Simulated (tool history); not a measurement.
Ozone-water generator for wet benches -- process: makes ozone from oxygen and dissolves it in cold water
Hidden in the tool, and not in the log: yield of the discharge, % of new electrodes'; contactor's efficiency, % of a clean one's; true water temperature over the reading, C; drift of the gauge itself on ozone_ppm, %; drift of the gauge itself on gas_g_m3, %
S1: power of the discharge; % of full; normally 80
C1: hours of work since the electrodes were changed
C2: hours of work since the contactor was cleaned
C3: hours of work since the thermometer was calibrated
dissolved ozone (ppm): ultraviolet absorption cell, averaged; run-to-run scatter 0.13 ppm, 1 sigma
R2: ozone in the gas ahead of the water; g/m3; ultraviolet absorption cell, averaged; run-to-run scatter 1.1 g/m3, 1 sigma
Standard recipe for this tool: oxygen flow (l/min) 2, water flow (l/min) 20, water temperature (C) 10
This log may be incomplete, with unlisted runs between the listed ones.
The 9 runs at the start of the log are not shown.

{"run": 10, "hour": 1011.5, "S1": 80, "oxygen flow (l/min)": 2, "water flow (l/min)": 20, "water temperature (C)": 10, "C1": 4904, "C2": 9271, "C3": 199, "dissolved ozone (ppm)": 12.6, "R2": 188.7}
{"run": 11, "hour": 1105.2, "S1": 80, "oxygen flow (l/min)": 2, "water flow (l/min)": 16, "water temperature (C)": 10, "C1": 4972, "C2": 9339, "C3": 267, "dissolved ozone (ppm)": 15.4, "R2": 189.4}
{"run": 12, "hour": 1203.7, "S1": 80, "oxygen flow (l/min)": 2, "water flow (l/min)": 20, "water temperature (C)": 10, "C1": 5043, "C2": 9410, "C3": 338, "dissolved ozone (ppm)": 12.5, "R2": 188.9}
{"run": 13, "hour": 1330.2, "S1": 80, "oxygen flow (l/min)": 2, "water flow (l/min)": 20, "water temperature (C)": 10, "C1": 5135, "C2": 9501, "C3": 429, "dissolved ozone (ppm)": 12.5, "R2": 191.8}
{"run": 14, "hour": 1397.6, "S1": 80, "oxygen flow (l/min)": 2, "water flow (l/min)": 20, "water temperature (C)": 10, "C1": 5184, "C2": 9550, "C3": 478, "dissolved ozone (ppm)": 12.8, "R2": 190.6}
{"run": 15, "hour": 1458.2, "S1": 80, "oxygen flow (l/min)": 2, "water flow (l/min)": 20, "water temperature (C)": 10, "C1": 5228, "C2": 9594, "C3": 522, "dissolved ozone (ppm)": 12.4, "R2": 190.9}
{"run": 16, "hour": 1532.4, "S1": 80, "oxygen flow (l/min)": 2, "water flow (l/min)": 20, "water temperature (C)": 10, "C1": 5281, "C2": 9648, "C3": 576, "dissolved ozone (ppm)": 12.7, "R2": 190.9}
{"run": 17, "hour": 1606.0, "S1": 80, "oxygen flow (l/min)": 2, "water flow (l/min)": 20, "water temperature (C)": 10, "C1": 5335, "C2": 9701, "C3": 629, "dissolved ozone (ppm)": 12.7, "R2": 190.4}
{"run": 18, "hour": 1697.3, "S1": 69, "oxygen flow (l/min)": 2, "water flow (l/min)": 17, "water temperature (C)": 14, "C1": 5401, "C2": 9767, "C3": 695, "dissolved ozone (ppm)": 13, "R2": 176.8}
{"run": 19, "hour": 1797.8, "S1": 80, "oxygen flow (l/min)": 1.17, "water flow (l/min)": 20, "water temperature (C)": 10, "C1": 5473, "C2": 9840, "C3": 768, "dissolved ozone (ppm)": 10.1, "R2": 241.7}
{"run": 20, "hour": 1940.0, "S1": 80, "oxygen flow (l/min)": 1.17, "water flow (l/min)": 20, "water temperature (C)": 10, "C1": 5576, "C2": 9943, "C3": 871, "dissolved ozone (ppm)": 10.1, "R2": 241.2}
{"run": 21, "hour": 2048.2, "S1": 49, "oxygen flow (l/min)": 1.81, "water flow (l/min)": 20, "water temperature (C)": 10, "C1": 5654, "C2": 10021, "C3": 949, "dissolved ozone (ppm)": 9.3, "R2": 154.5}
{"run": 22, "hour": 2131.0, "S1": 43, "oxygen flow (l/min)": 2.41, "water flow (l/min)": 32, "water temperature (C)": 14, "C1": 5714, "C2": 10081, "C3": 1009, "dissolved ozone (ppm)": 6, "R2": 127.5}
{"run": 23, "hour": 2266.0, "S1": 43, "oxygen flow (l/min)": 2.41, "water flow (l/min)": 32, "water temperature (C)": 14, "C1": 5812, "C2": 10178, "C3": 1106, "dissolved ozone (ppm)": 5.9, "R2": 127.2}
{"run": 24, "hour": 2395.4, "S1": 43, "oxygen flow (l/min)": 2.41, "water flow (l/min)": 32, "water temperature (C)": 14, "C1": 5906, "C2": 10272, "C3": 1200, "dissolved ozone (ppm)": 5.8, "R2": 126.4}
{"run": 25, "hour": 2536.7, "S1": 61, "oxygen flow (l/min)": 2.41, "water flow (l/min)": 32, "water temperature (C)": 7, "C1": 6008, "C2": 10374, "C3": 1302, "dissolved ozone (ppm)": 7.3, "R2": 153.6}
{"run": 26, "hour": 2637.8, "S1": 91, "oxygen flow (l/min)": 1.78, "water flow (l/min)": 18, "water temperature (C)": 8, "C1": 6081, "C2": 10447, "C3": 1375, "dissolved ozone (ppm)": 14.4, "R2": 219.1}
{"run": 27, "hour": 2785.2, "S1": 91, "oxygen flow (l/min)": 1.78, "water flow (l/min)": 18, "water temperature (C)": 9, "C1": 6188, "C2": 10554, "C3": 1482, "dissolved ozone (ppm)": 14.5, "R2": 220.5}
{"hour": 2803.1, "done": "contactor cleaned"}
{"run": 28, "hour": 2873.7, "S1": 80, "oxygen flow (l/min)": 2, "water flow (l/min)": 31, "water temperature (C)": 10, "C1": 6249, "C2": 51, "C3": 1543, "dissolved ozone (ppm)": 8, "R2": 193.1}
{"run": 29, "hour": 2963.9, "S1": 44, "oxygen flow (l/min)": 2, "water flow (l/min)": 20, "water temperature (C)": 10, "C1": 6314, "C2": 116, "C3": 1609, "dissolved ozone (ppm)": 9.1, "R2": 137.8}
{"run": 30, "hour": 3073.3, "S1": 57, "oxygen flow (l/min)": 2, "water flow (l/min)": 20, "water temperature (C)": 10, "C1": 6393, "C2": 195, "C3": 1688, "dissolved ozone (ppm)": 10.4, "R2": 162.2}
{"run": 31, "hour": 3210.8, "S1": 80, "oxygen flow (l/min)": 2, "water flow (l/min)": 31, "water temperature (C)": 10, "C1": 6493, "C2": 295, "C3": 1787, "dissolved ozone (ppm)": 8.2, "R2": 195.6}
{"run": 32, "hour": 3298.1, "S1": 88, "oxygen flow (l/min)": 1.66, "water flow (l/min)": 20, "water temperature (C)": 10, "C1": 6556, "C2": 358, "C3": 1850, "dissolved ozone (ppm)": 12.3, "R2": 219.9}

Each row is a separate what-if for the run after 32, all from the same tool condition, not one after another. Results?
{"run": "A", "hour": 3435.5, "S1": 40, "oxygen flow (l/min)": 1.66, "water flow (l/min)": 14, "water temperature (C)": 15, "C1": 6655, "C2": 458, "C3": 1950, "dissolved ozone (ppm)": "?", "R2": "?"}
{"run": "B", "hour": 3435.5, "S1": 80, "oxygen flow (l/min)": 2.02, "water flow (l/min)": 20, "water temperature (C)": 10, "C1": 6655, "C2": 458, "C3": 1950, "dissolved ozone (ppm)": "?", "R2": "?"}
{"run": "C", "hour": 3435.5, "S1": 40, "oxygen flow (l/min)": 2, "water flow (l/min)": 20, "water temperature (C)": 17, "C1": 6655, "C2": 458, "C3": 1950, "dissolved ozone (ppm)": "?", "R2": "?"}
{"run": "D", "hour": 3435.5, "S1": 43, "oxygen flow (l/min)": 2.72, "water flow (l/min)": 20, "water temperature (C)": 5, "C1": 6655, "C2": 458, "C3": 1950, "dissolved ozone (ppm)": "?", "R2": "?"}
{"run": "E", "hour": 3435.5, "S1": 88, "oxygen flow (l/min)": 1.66, "water flow (l/min)": 12, "water temperature (C)": 11, "C1": 6655, "C2": 458, "C3": 1950, "dissolved ozone (ppm)": "?", "R2": "?"}

run=A dissolved_ozone_(ppm)=11.1 R2=144.4
run=B dissolved_ozone_(ppm)=12.7 R2=193.1
run=C dissolved_ozone_(ppm)=8.1 R2=133.1
run=D dissolved_ozone_(ppm)=10.3 R2=120.2
run=E dissolved_ozone_(ppm)=19.8 R2=223.5
With the hidden condition removed and each run's random variation left untouched, the same runs would have given:
run=A dissolved_ozone_(ppm)=11.1 R2=141.2
run=B dissolved_ozone_(ppm)=12.7 R2=188.9
run=C dissolved_ozone_(ppm)=8.1 R2=130.1
run=D dissolved_ozone_(ppm)=10.3 R2=117.6
run=E dissolved_ozone_(ppm)=19.8 R2=218.7

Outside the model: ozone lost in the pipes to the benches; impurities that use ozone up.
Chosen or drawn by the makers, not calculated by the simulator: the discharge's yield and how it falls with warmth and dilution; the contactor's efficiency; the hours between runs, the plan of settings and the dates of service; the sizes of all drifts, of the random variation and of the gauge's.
